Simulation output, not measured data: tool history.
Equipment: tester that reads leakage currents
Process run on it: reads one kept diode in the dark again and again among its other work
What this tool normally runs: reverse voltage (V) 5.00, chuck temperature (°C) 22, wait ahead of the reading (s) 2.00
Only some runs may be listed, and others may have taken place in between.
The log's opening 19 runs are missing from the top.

run,hour,reverse voltage (V),chuck temperature (°C),wait ahead of the reading (s),hours of work since the probe card was cleaned,hours of work since the tester was calibrated,hours of work since the chuck was calibrated,current that the tester gives (pA)
20,3651.1,5.00,54,2.00,944,5197,541,280.18
# hour 3666.9: tester calibrated
21,3772.8,18.94,22,1.81,1014,62,611,49.96
22,3923.3,18.94,22,1.81,1102,150,698,52.18
23,4176.0,18.94,22,1.81,1249,297,846,55.98
24,4434.7,5.00,30,1.28,1400,448,997,44.20
25,4612.0,4.25,49,0.97,1503,551,1100,187.09
26,4741.4,6.91,52,9.52,1579,627,1176,288.18
27,4956.7,2.18,22,1.74,1705,752,1301,16.92
28,5085.9,5.97,22,2.71,1780,828,1377,30.98
# hour 5110.3: chuck's temperature calibrated
29,5322.6,1.05,22,2.71,1917,965,124,10.72
30,5457.2,1.05,22,2.71,1995,1043,202,10.78
31,5722.2,18.52,57,1.09,2150,1198,357,594.53
# hour 5748.8: probe card cleaned and baked
32,5836.2,18.52,57,1.09,51,1263,422,549.77
33,5963.7,5.52,37,0.30,125,1337,496,66.96
34,6082.8,5.52,37,0.30,195,1406,566,67.78
35,6281.4,5.52,23,0.62,311,1522,681,20.44
36,6513.3,14.69,51,2.00,446,1658,817,327.95
37,6625.4,14.69,51,2.00,511,1723,882,330.65
38,6743.2,12.85,58,0.54,580,1792,951,551.60
39,6985.1,6.85,40,6.67,721,1933,1092,102.69

3 options for the next run, each taken on its own from the tool as it stands now. Forecast them:
A,7191.3,6.85,37,4.20,841,2053,1212,?
B,7191.3,1.41,34,6.29,841,2053,1212,?
C,7191.3,5.00,42,2.00,841,2053,1212,?

run,current that the tester gives (pA)
A,81.89
B,33.26
C,108.44
The same runs, with their run-to-run variation unchanged, on a tool lacking any hidden condition would have given:
run,current that the tester gives (pA)
A,67.72
B,28.70
C,93.70
